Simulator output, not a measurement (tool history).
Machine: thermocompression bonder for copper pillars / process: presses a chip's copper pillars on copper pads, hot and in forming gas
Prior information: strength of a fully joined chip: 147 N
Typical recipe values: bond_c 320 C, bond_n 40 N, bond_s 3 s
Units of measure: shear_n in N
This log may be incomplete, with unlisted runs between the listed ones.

run	hour	bond_c	bond_n	bond_s	shear_n
1	0.0	320	40	3	79.1
2	6.4	320	40	3	79.3
3	10.4	320	40	3	78.8
4	16.2	320	40	3	79.3
5	20.4	320	40	3	79.7
6	28.1	320	40	3	78.9
7	34.2	320	40	3	79.2
8	41.7	320	40	4	86.9
9	47.6	290	40	3	58.1
10	55.9	321	40	3	79.7
11	59.9	321	40	3	80.0
12	65.8	320	40	2	68.7
13	72.0	320	40	3	79.2
14	77.6	320	40	3	79.5
15	84.2	320	40	2	68.6
16	89.1	320	40	3	79.2
17	95.4	320	41	3	80.6
18	99.6	320	43	2	72.0
19	107.3	320	41	2	69.9
20	116.2	337	49	4	108.0
21	125.5	337	49	4	108.1
22	129.8	299	40	3	64.6
23	136.1	320	40	5	92.9
# hour 141.2: heater calibrated with a thermocouple chip
24	145.2	320	40	5	89.7
25	152.1	320	40	5	88.9
26	158.9	320	40	5	89.3
27	163.6	320	40	3	76.2
28	168.4	302	43	5	79.1

Each row is a separate what-if for the run after 28, all from the same tool condition, not one after another. Results?
A	175.3	339	32	6	?
B	175.3	336	43	5	?
C	175.3	320	38	3	?

run	shear_n
A	97.2
B	103.9
C	73.8
The same runs, with their run-to-run variation unchanged, on a tool lacking any hidden condition would have given:
run	shear_n
A	98.6
B	105.4
C	75.0
